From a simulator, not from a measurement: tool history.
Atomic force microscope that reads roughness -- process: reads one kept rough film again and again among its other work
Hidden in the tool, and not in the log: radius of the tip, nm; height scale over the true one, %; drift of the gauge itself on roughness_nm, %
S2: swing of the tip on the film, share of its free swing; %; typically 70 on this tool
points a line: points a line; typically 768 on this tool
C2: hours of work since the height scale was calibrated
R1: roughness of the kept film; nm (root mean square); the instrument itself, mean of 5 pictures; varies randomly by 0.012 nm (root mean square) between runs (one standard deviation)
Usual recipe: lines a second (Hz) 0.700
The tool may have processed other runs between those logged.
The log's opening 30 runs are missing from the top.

{"run": 31, "hour": 201.6, "lines a second (Hz)": 2.053, "S2": 56, "points a line": 291, "pictures with this tip": 259, "C2": 356, "R1": 2.743}
{"run": 32, "hour": 209.2, "lines a second (Hz)": 2.053, "S2": 56, "points a line": 291, "pictures with this tip": 271, "C2": 362, "R1": 2.746}
{"run": 33, "hour": 217.0, "lines a second (Hz)": 0.907, "S2": 56, "points a line": 467, "pictures with this tip": 283, "C2": 367, "R1": 2.847}
{"run": 34, "hour": 225.2, "lines a second (Hz)": 0.907, "S2": 56, "points a line": 739, "pictures with this tip": 295, "C2": 373, "R1": 2.829}
{"hour": 228.5, "done": "new tip fitted"}
{"run": 35, "hour": 231.6, "lines a second (Hz)": 0.907, "S2": 56, "points a line": 739, "pictures with this tip": 4, "C2": 377, "R1": 2.862}
{"run": 36, "hour": 236.5, "lines a second (Hz)": 0.808, "S2": 83, "points a line": 768, "pictures with this tip": 12, "C2": 381, "R1": 2.76}
{"run": 37, "hour": 244.3, "lines a second (Hz)": 1.29, "S2": 83, "points a line": 906, "pictures with this tip": 24, "C2": 387, "R1": 2.686}
{"run": 38, "hour": 251.4, "lines a second (Hz)": 0.7, "S2": 63, "points a line": 768, "pictures with this tip": 35, "C2": 392, "R1": 2.858}
{"run": 39, "hour": 258.4, "lines a second (Hz)": 0.7, "S2": 63, "points a line": 768, "pictures with this tip": 46, "C2": 397, "R1": 2.844}
{"run": 40, "hour": 263.8, "lines a second (Hz)": 0.7, "S2": 63, "points a line": 768, "pictures with this tip": 54, "C2": 401, "R1": 2.831}
{"run": 41, "hour": 269.9, "lines a second (Hz)": 1.465, "S2": 85, "points a line": 885, "pictures with this tip": 63, "C2": 405, "R1": 2.605}
{"run": 42, "hour": 277.8, "lines a second (Hz)": 1.465, "S2": 85, "points a line": 885, "pictures with this tip": 75, "C2": 411, "R1": 2.619}
{"run": 43, "hour": 285.3, "lines a second (Hz)": 1.465, "S2": 85, "points a line": 885, "pictures with this tip": 87, "C2": 416, "R1": 2.645}
{"run": 44, "hour": 290.4, "lines a second (Hz)": 1.926, "S2": 76, "points a line": 713, "pictures with this tip": 95, "C2": 420, "R1": 2.68}
{"run": 45, "hour": 297.2, "lines a second (Hz)": 0.684, "S2": 70, "points a line": 471, "pictures with this tip": 105, "C2": 425, "R1": 2.823}
{"run": 46, "hour": 305.8, "lines a second (Hz)": 0.76, "S2": 85, "points a line": 891, "pictures with this tip": 118, "C2": 431, "R1": 2.769}
{"run": 47, "hour": 310.7, "lines a second (Hz)": 0.954, "S2": 60, "points a line": 421, "pictures with this tip": 126, "C2": 434, "R1": 2.82}
{"run": 48, "hour": 317.5, "lines a second (Hz)": 0.997, "S2": 80, "points a line": 752, "pictures with this tip": 136, "C2": 439, "R1": 2.765}
{"run": 49, "hour": 326.2, "lines a second (Hz)": 0.924, "S2": 71, "points a line": 648, "pictures with this tip": 150, "C2": 445, "R1": 2.805}
{"run": 50, "hour": 333.2, "lines a second (Hz)": 1.758, "S2": 76, "points a line": 648, "pictures with this tip": 160, "C2": 450, "R1": 2.682}
{"run": 51, "hour": 340.5, "lines a second (Hz)": 1.048, "S2": 70, "points a line": 548, "pictures with this tip": 172, "C2": 456, "R1": 2.81}
{"run": 52, "hour": 348.7, "lines a second (Hz)": 1.048, "S2": 70, "points a line": 548, "pictures with this tip": 184, "C2": 462, "R1": 2.768}
{"run": 53, "hour": 355.4, "lines a second (Hz)": 0.7, "S2": 74, "points a line": 347, "pictures with this tip": 194, "C2": 466, "R1": 2.773}

Consider 4 possible next runs. They are alternatives, not a sequence: every one starts from the tool as it was left by run 53. What does each give?
{"run": "A", "hour": 362.6, "lines a second (Hz)": 0.596, "S2": 82, "points a line": 392, "pictures with this tip": 206, "C2": 472, "R1": "?"}
{"run": "B", "hour": 362.6, "lines a second (Hz)": 3.331, "S2": 77, "points a line": 313, "pictures with this tip": 206, "C2": 472, "R1": "?"}
{"run": "C", "hour": 362.6, "lines a second (Hz)": 3.309, "S2": 74, "points a line": 347, "pictures with this tip": 206, "C2": 472, "R1": "?"}
{"run": "D", "hour": 362.6, "lines a second (Hz)": 0.683, "S2": 84, "points a line": 347, "pictures with this tip": 206, "C2": 472, "R1": "?"}

run=A R1=2.766
run=B R1=2.460
run=C R1=2.516
run=D R1=2.710
What these runs would have given with no unlogged condition in the tool:
run=A R1=2.771
run=B R1=2.465
run=C R1=2.522
run=D R1=2.715
